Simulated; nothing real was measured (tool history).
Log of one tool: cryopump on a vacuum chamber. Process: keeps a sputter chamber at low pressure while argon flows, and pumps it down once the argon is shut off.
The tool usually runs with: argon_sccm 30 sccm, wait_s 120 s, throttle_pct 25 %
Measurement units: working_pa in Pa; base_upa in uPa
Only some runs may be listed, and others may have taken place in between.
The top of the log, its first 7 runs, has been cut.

run   hour  argon_sccm  wait_s  throttle_pct  working_pa  base_upa
  8  219.1          30      42            33      0.0629      1.95
  9  241.1          30      42            33      0.0632      1.93
 10  267.7          30      42            33      0.0642      1.97
 11    303          30      42            33      0.0643         2
 12  320.4          30     120            25       0.083      1.35
 13  355.6          15     120            25      0.0433       1.4
 14  385.8          15     120            25       0.042      1.44
 15  422.7          13     120            25      0.0374      1.36
 16  444.2          30     120            21      0.1008      1.43
 17  468.6          30     120            21      0.1015       1.5
 18    505          30     120            21      0.1015      1.47
 19  544.3          45     243            21      0.1517      1.31
 20  586.1          20     209            53      0.0269      1.41
 21  622.5          20     190            25       0.057      1.43
 22  656.9          52      90            50      0.0779       1.7
 23  680.7          57      33            27       0.152      2.48
 24  716.8          36      33            56      0.0487      2.51
 25  738.5          36      23            41      0.0655      3.03
 26    765          15     188            52      0.0226      1.51
 27  784.5          14     196            40      0.0261       1.5
 28  805.7          44      94            25      0.1271       1.8
 29    829          38      30            25      0.1101       2.7
 30    864          30      55            34      0.0646      2.12
 31  880.8          17      90            35      0.0365      1.88
 32    915          30      27            28      0.0781      2.92

Run 33 comes next. What will it give?
 33  933.4          27     120            25           ?         ?

working_pa: 0.079 Pa
base_upa: 1.78 uPa
The same run, on a tool lacking any hidden state, would have yielded working_pa 0.0744 Pa, base_upa 0.46 uPa.
